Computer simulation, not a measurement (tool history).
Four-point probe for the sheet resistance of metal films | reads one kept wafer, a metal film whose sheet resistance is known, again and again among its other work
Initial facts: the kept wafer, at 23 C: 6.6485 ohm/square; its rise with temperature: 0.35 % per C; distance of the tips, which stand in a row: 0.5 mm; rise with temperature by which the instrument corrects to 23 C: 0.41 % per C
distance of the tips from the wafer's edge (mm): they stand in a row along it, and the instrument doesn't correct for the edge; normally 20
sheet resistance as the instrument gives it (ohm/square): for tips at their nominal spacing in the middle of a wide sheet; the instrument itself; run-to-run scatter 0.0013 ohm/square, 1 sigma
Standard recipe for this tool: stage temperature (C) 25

run	hour	stage temperature (C)	distance of the tips from the wafer's edge (mm)	sheet resistance as the instrument gives it (ohm/square)
1	0.0	25	20	6.634205
2	24.8	25	20	6.634630
3	61.6	25	20	6.630211
4	84.1	25	20	6.631515
5	126.8	25	20	6.629454
6	165.2	21	20	6.643221
7	196.1	21	20	6.642254
8	236.6	21	5	6.675976
9	255.5	20	5	6.678405
10	292.3	20	5	6.676972
11	320.1	25	20	6.622464
12	356.0	19	20	6.646709
13	384.0	25	10	6.625187
14	418.3	27	10	6.616628
15	459.0	27	10	6.614347
16	487.6	31	53	6.588473
17	514.7	31	53	6.588841
18	553.7	24	41	6.612579
19	583.4	35	60	6.572386
20	616.2	22	20	6.622784
21	644.2	22	20	6.622610
22	665.8	25	4	6.659502
23	698.2	19	17	6.627659
24	740.4	28	43	6.592564
25	771.9	21	69	6.619242
26	790.3	20	5	6.654888
27	818.8	31	62	6.577008
28	857.0	25	5	6.634420
29	874.9	27	9	6.602875

3 options for the next run, each taken on its own from the tool as it stands now. Forecast them:
A	912.3	24	14	?
B	912.3	27	39	?
C	912.3	25	8	?

run	sheet resistance as the instrument gives it (ohm/square)
A	6.604684
B	6.589402
C	6.609750
With the hidden condition removed and each run's random variation left untouched, the same runs would have given:
run	sheet resistance as the instrument gives it (ohm/square)
A	6.649651
B	6.634187
C	6.654720

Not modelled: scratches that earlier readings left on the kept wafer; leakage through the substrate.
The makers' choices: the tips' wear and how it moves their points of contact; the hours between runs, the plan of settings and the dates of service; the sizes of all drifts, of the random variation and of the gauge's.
